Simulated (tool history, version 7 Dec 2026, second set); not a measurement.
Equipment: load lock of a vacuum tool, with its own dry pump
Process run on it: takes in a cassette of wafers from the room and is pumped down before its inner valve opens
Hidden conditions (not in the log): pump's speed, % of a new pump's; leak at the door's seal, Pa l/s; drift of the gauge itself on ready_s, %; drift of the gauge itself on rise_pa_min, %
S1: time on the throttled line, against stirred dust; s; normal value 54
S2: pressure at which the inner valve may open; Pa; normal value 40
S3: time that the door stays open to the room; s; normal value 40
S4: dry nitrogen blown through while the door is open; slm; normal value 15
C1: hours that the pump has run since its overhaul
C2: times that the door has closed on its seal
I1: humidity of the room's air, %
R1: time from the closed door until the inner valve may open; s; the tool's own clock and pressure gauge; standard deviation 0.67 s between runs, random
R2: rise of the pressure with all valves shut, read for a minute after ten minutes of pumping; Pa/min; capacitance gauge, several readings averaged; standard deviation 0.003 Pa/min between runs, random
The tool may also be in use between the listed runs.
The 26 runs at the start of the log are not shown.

Run 27, hour 3422.1: usual settings but S1 37 s, S2 64 Pa, S3 146 s; C1 10147; C2 10534; I1 45.4. Result: R1 82.7 s, R2 0.059 Pa/min.
Run 28, hour 3594.3: usual settings but S2 48 Pa; C1 10319; C2 11113; I1 44.8. Result: R1 96.7 s, R2 0.025 Pa/min.
Run 29, hour 3701.6: usual settings but S2 62 Pa; C1 10427; C2 11474; I1 42.5. Result: R1 96.1 s, R2 0.018 Pa/min.
Run 30, hour 3801.5: usual settings but S1 38 s, S2 62 Pa, S3 107 s, S4 34 slm; C1 10526; C2 11809; I1 42.8. Result: R1 84.4 s, R2 0.025 Pa/min.
Run 31, hour 3969.1: usual settings but S1 33 s, S2 34 Pa, S3 36 s, S4 5 slm; C1 10694; C2 12373; I1 43.7. Result: R1 85.1 s, R2 0.031 Pa/min.
Run 32, hour 4077.8: usual settings but S1 33 s, S2 34 Pa, S3 36 s, S4 5 slm; C1 10803; C2 12738; I1 46. Result: R1 85.6 s, R2 0.028 Pa/min.
Run 33, hour 4245.9: usual settings but S2 44 Pa, S4 12 slm; C1 10971; C2 13303; I1 48.4. Result: R1 97.7 s, R2 0.027 Pa/min.
Run 34, hour 4405.2: usual settings but S2 44 Pa, S4 12 slm; C1 11130; C2 13838; I1 44.3. Result: R1 97.8 s, R2 0.028 Pa/min.
Run 35, hour 4560.1: usual settings but S1 30 s, S3 152 s; C1 11285; C2 14358; I1 46.3. Result: R1 82.1 s, R2 0.063 Pa/min.
Run 36, hour 4699.2: usual settings but S1 30 s, S3 200 s; C1 11424; C2 14826; I1 44.7. Result: R1 81.8 s, R2 0.069 Pa/min.

Below are 3 alternative next runs, each starting from the tool's condition after run 36. Predict each:
Run A, hour 4808.3: usual settings but S1 30 s, S3 200 s, S4 22 slm; C1 11533; C2 15192; I1 44.9. Result: R1 ?, R2 ?.
Run B, hour 4808.3: usual settings but S1 30 s, S3 200 s, S4 4 slm; C1 11533; C2 15192; I1 41.8. Result: R1 ?, R2 ?.
Run C, hour 4808.3: usual settings but S2 41 Pa, S3 56 s, S4 4 slm; C1 11533; C2 15192; I1 42.8. Result: R1 ?, R2 ?.

run    R1     R2
  A  81.4  0.052
  B  80.9  0.107
  C  99.2  0.048
Without the tool's hidden state the same runs would have given:
run    R1     R2
  A  81.3  0.051
  B  80.8  0.106
  C  99.2  0.047
